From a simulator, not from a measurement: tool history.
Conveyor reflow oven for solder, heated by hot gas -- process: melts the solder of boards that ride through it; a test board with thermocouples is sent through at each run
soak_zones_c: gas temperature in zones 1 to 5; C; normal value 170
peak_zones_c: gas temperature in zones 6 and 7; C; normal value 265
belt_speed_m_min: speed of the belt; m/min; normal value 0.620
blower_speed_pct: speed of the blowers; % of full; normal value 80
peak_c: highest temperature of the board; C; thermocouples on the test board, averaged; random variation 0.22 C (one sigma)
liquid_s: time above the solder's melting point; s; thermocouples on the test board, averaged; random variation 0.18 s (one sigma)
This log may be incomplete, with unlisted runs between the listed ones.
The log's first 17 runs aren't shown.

run    day  soak_zones_c  peak_zones_c  belt_speed_m_min  blower_speed_pct  peak_c  liquid_s
 18  5.117           177           264             0.620                81   247.8      41.5
 19  5.396           177           255             0.704                81   236.5      28.2
 20  5.667           177           280             0.562                59   260.5      52.8
     6.212  -- flux residue cleaned out of gas plates and filters
 21  6.296           177           280             0.681                59   256.1      41.0
 22  6.538           159           254             0.725                52   225.8      11.8
 23  6.850           159           254             0.725                52   225.8      11.7
 24  7.046           170           265             0.504                71   254.4      55.4
 25  7.517           170           265             0.504                71   254.6      55.4
 26  7.858           170           265             0.569                89   254.7      49.0
 27  8.067           170           265             0.620                64   247.2      39.0
 28  8.288           159           279             0.740                83   255.3      33.9
 29  8.517           172           265             0.622                80   250.9      42.3
 30  8.854           172           265             0.622                80   250.8      42.4

Run 31 has not been measured yet. What should we expect?
 31  9.254           156           265             0.733                51       ?         ?

peak_c: 231.9 C
liquid_s: 17.1 s
The same run, on a tool lacking any hidden state, would have yielded peak_c 232.0 C, liquid_s 17.2 s.

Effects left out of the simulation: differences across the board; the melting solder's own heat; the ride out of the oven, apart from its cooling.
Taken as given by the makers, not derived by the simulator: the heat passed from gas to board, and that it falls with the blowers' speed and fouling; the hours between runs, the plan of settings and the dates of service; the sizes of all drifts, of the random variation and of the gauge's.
